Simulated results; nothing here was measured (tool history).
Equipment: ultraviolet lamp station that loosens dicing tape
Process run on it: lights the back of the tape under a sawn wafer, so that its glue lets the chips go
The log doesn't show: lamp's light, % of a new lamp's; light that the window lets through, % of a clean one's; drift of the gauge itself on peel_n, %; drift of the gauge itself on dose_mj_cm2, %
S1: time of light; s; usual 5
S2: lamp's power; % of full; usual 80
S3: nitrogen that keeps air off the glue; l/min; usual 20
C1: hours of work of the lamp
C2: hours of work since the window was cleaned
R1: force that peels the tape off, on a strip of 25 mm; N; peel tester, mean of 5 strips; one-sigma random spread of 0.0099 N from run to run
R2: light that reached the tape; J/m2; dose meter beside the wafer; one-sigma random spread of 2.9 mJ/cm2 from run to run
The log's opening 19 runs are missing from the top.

run	hour	S1	S2	S3	C1	C2	R1	R2
20	1306.1	5	80	20	237	101	0.43	4320
21	1366.5	5	80	20	282	146	0.434	4280
22	1451.6	5	80	20	346	210	0.432	4280
23	1507.4	5	80	20	388	252	0.421	4370
24	1559	2	80	17	426	290	2.346	1770
# hour 1637.6: window cleaned of glue's vapour
25	1637.6	7	60	25	485	0	0.336	4560
26	1723.4	4	100	20	549	64	0.421	4340
27	1807.5	5	89	22	612	127	0.333	4790
28	1894.4	4	80	20	677	192	0.654	3470
29	1942.6	4	80	20	713	228	0.688	3480
30	2027	7	65	12	776	292	0.522	4880
# hour 2103.2: window cleaned of glue's vapour
31	2113.9	4	80	26	841	8	0.553	3430
32	2202.4	6	80	39	907	74	0.222	5180
33	2256.9	5	79	20	948	115	0.431	4270
34	2299.8	5	84	38	980	147	0.254	4530
# hour 2318: lamp changed
35	2363	4	76	38	34	194	0.452	3280
36	2415.5	4	76	17	73	233	0.865	3290
37	2464.2	4	76	17	109	270	0.847	3280
38	2544.4	9	75	34	169	330	0.155	7310
# hour 2570.2: window cleaned of glue's vapour
39	2617.7	9	75	34	224	36	0.185	7260
40	2702	9	75	34	287	99	0.181	7290
41	2787	5	83	23	351	162	0.354	4460
42	2828.1	5	83	23	382	193	0.347	4530
43	2920.3	5	83	23	451	262	0.356	4500

Branching from run 43: 3 alternative next runs. What would each branch give?
A	2978.7	8	68	23	494	306	?	?
B	2978.7	3	96	12	494	306	?	?
C	2978.7	5	96	23	494	306	?	?

run	R1	R2
A	0.23	5830
B	1.248	3100
C	0.286	5180
With the hidden condition removed and each run's random variation left untouched, the same runs would have given:
run	R1	R2
A	0.229	5840
B	1.244	3100
C	0.285	5190
